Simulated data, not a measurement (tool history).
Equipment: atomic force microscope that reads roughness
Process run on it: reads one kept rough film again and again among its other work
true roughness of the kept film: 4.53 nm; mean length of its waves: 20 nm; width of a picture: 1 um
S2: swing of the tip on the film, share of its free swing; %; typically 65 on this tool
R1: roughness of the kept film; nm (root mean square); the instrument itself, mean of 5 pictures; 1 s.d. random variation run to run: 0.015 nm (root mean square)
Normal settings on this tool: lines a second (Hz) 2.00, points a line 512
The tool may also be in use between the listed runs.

Run 1, hour 0.0: usual settings. Result: R1 2.768 nm (root mean square).
Run 2, hour 10.8: usual settings. Result: R1 2.728 nm (root mean square).
Run 3, hour 17.8: usual settings. Result: R1 2.708 nm (root mean square).
Run 4, hour 26.8: usual settings. Result: R1 2.680 nm (root mean square).
Run 5, hour 38.1: usual settings. Result: R1 2.615 nm (root mean square).
Run 6, hour 50.1: usual settings. Result: R1 2.569 nm (root mean square).
Run 7, hour 55.6: usual settings. Result: R1 2.544 nm (root mean square).
Run 8, hour 65.1: usual settings. Result: R1 2.533 nm (root mean square).
Run 9, hour 72.9: usual settings. Result: R1 2.511 nm (root mean square).
Run 10, hour 83.6: usual settings but S2 69 %. Result: R1 2.412 nm (root mean square).
Run 11, hour 96.8: usual settings but S2 69 %. Result: R1 2.402 nm (root mean square).
Run 12, hour 103.5: usual settings but lines a second (Hz) 0.98, points a line 388. Result: R1 2.436 nm (root mean square).
Run 13, hour 110.1: usual settings but lines a second (Hz) 2.67, S2 83 %, points a line 257. Result: R1 2.138 nm (root mean square).
At hour 112.8: new tip fitted.
Run 14, hour 121.2: usual settings but lines a second (Hz) 2.67, S2 83 %, points a line 257. Result: R1 3.070 nm (root mean square).
Run 15, hour 127.7: usual settings but S2 57 %, points a line 497. Result: R1 3.451 nm (root mean square).
Run 16, hour 136.6: usual settings but points a line 585. Result: R1 3.394 nm (root mean square).
Run 17, hour 144.6: usual settings but lines a second (Hz) 2.07, S2 83 %, points a line 948. Result: R1 3.174 nm (root mean square).
Run 18, hour 153.8: usual settings but lines a second (Hz) 2.07, S2 83 %, points a line 948. Result: R1 3.150 nm (root mean square).

5 options for the next run, each taken on its own from the tool as it stands now. Forecast them:
Run A, hour 163.4: usual settings but lines a second (Hz) 1.33. Result: R1 ?.
Run B, hour 163.4: usual settings but lines a second (Hz) 1.93, S2 76 %, points a line 928. Result: R1 ?.
Run C, hour 163.4: usual settings but lines a second (Hz) 1.88, S2 64 %, points a line 764. Result: R1 ?.
Run D, hour 163.4: usual settings but lines a second (Hz) 2.07, S2 83 %, points a line 318. Result: R1 ?.
Run E, hour 163.4: usual settings but lines a second (Hz) 1.11, S2 83 %, points a line 948. Result: R1 ?.

run     R1
  A  3.289
  B  3.148
  C  3.243
  D  3.001
  E  3.190
With the hidden condition removed and each run's random variation left untouched, the same runs would have given:
run     R1
  A  3.618
  B  3.464
  C  3.568
  D  3.303
  E  3.511
